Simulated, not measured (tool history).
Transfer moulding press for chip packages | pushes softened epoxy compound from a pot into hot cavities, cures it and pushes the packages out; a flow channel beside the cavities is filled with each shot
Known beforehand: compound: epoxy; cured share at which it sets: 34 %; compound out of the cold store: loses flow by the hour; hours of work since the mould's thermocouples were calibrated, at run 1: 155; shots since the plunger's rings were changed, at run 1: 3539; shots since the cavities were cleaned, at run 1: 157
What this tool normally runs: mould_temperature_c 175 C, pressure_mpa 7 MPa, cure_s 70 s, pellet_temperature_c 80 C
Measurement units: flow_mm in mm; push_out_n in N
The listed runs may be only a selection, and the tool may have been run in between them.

| run | hour | mould_temperature_c | pressure_mpa | cure_s | pellet_temperature_c | hours of work since the mould's thermocouples were calibrated | shots since the plunger's rings were changed | shots since the cavities were cleaned | incoming compound's hours out of the cold store | flow_mm | push_out_n |
|---|---|---|---|---|---|---|---|---|---|---|---|
| 1 | 0 | 175 | 7 | 70 | 80 | 155 | 3539 | 157 | 31.7 | 509 | 628 |
| 2 | 16.4 | 175 | 7 | 70 | 80 | 165 | 3777 | 395 | 38.2 | 496 | 746 |
| 3 | 33.5 | 175 | 7 | 70 | 80 | 176 | 4025 | 643 | 13.8 | 533 | 849 |
| 4 | 53.6 | 175 | 7 | 70 | 80 | 189 | 4318 | 936 | 9.4 | 540 | 945 |
|  | 68.4 | cavities cleaned with cleaning compound and waxed |
| 5 | 78.4 | 175 | 7 | 70 | 80 | 204 | 4657 | 146 | 25 | 513 | 649 |
| 6 | 89.4 | 175 | 7 | 70 | 80 | 211 | 4817 | 306 | 24.2 | 513 | 719 |
|  | 93.8 | plunger's sealing rings changed |
| 7 | 113.6 | 175 | 7 | 70 | 73 | 225 | 287 | 621 | 33.7 | 519 | 868 |
| 8 | 123.5 | 175 | 7 | 70 | 80 | 231 | 431 | 765 | 27.2 | 526 | 856 |
| 9 | 136.3 | 173 | 7 | 70 | 80 | 239 | 617 | 951 | 42.1 | 508 | 979 |
|  | 140.3 | mould's thermocouples calibrated |
| 10 | 148.1 | 172 | 7 | 70 | 80 | 5 | 761 | 1095 | 31.1 | 527 | 1116 |
|  | 153.3 | cavities cleaned with cleaning compound and waxed |
| 11 | 161.7 | 172 | 7 | 70 | 80 | 13 | 936 | 122 | 42 | 510 | 760 |
| 12 | 171.8 | 172 | 7 | 70 | 80 | 19 | 1083 | 269 | 22.3 | 540 | 891 |
| 13 | 183.2 | 172 | 7 | 70 | 80 | 26 | 1249 | 435 | 34.8 | 517 | 968 |
|  | 205.3 | mould's thermocouples calibrated, once more |
| 14 | 207.3 | 175 | 7 | 70 | 80 | 1 | 1571 | 757 | 31.9 | 514 | 886 |
| 15 | 227.7 | 178 | 7 | 70 | 77 | 14 | 1867 | 1053 | 40.8 | 495 | 764 |
|  | 234.9 | cavities cleaned with cleaning compound and waxed |
| 16 | 248.6 | 170 | 5.3 | 61 | 79 | 27 | 2150 | 200 | 20.9 | 470 | 1335 |
| 17 | 267.9 | 180 | 6.51 | 55 | 88 | 39 | 2431 | 481 | 8.7 | 520 | 1153 |
| 18 | 280.9 | 170 | 7 | 70 | 74 | 47 | 2619 | 669 | 37.7 | 513 | 1214 |
| 19 | 298.7 | 180 | 5.22 | 70 | 88 | 58 | 2877 | 927 | 42.5 | 420 | 643 |
| 20 | 310.8 | 175 | 6.17 | 70 | 80 | 66 | 3055 | 1105 | 17.5 | 500 | 966 |
|  | 315.4 | cavities cleaned with cleaning compound and waxed |
| 21 | 323.3 | 177 | 7 | 77 | 84 | 73 | 3213 | 115 | 12.7 | 534 | 448 |
| 22 | 335.9 | 177 | 7 | 77 | 84 | 81 | 3397 | 299 | 37.8 | 495 | 508 |
| 23 | 353.6 | 177 | 7 | 77 | 78 | 93 | 3654 | 556 | 28.3 | 508 | 590 |
| 24 | 367 | 175 | 5.92 | 70 | 87 | 101 | 3849 | 751 | 34.4 | 460 | 859 |
| 25 | 379.6 | 175 | 5.92 | 70 | 87 | 109 | 4033 | 935 | 39.4 | 453 | 856 |
|  | 395.1 | cavities cleaned with cleaning compound and waxed |
| 26 | 404.8 | 175 | 5.92 | 70 | 87 | 124 | 4378 | 141 | 9.6 | 495 | 643 |
| 27 | 415.2 | 174 | 6.16 | 70 | 80 | 131 | 4528 | 291 | 29.4 | 478 | 759 |
| 28 | 428.2 | 171 | 6.16 | 70 | 86 | 139 | 4717 | 480 | 39.5 | 467 | 1039 |

4 options for the next run, each taken on its own from the tool as it stands now. Forecast them:
|  | 439 | plunger's sealing rings changed |
| A | 445.1 | 175 | 7 | 102 | 80 | 148 | 88 | 690 | 37.3 | ? | ? |
|  | 439 | plunger's sealing rings changed |
| B | 445.1 | 182 | 7 | 88 | 80 | 148 | 88 | 690 | 14.7 | ? | ? |
|  | 439 | plunger's sealing rings changed |
| C | 445.1 | 171 | 5.47 | 70 | 86 | 148 | 88 | 690 | 20.2 | ? | ? |
|  | 439 | plunger's sealing rings changed |
| D | 445.1 | 175 | 7.04 | 70 | 80 | 148 | 88 | 690 | 19 | ? | ? |

| run | flow_mm | push_out_n |
|---|---|---|
| A | 514 | 481 |
| B | 539 | 478 |
| C | 488 | 1181 |
| D | 545 | 869 |
Without the tool's hidden state the same runs would have given:
| run | flow_mm | push_out_n |
|---|---|---|
| A | 513 | 294 |
| B | 539 | 294 |
| C | 488 | 707 |
| D | 544 | 523 |
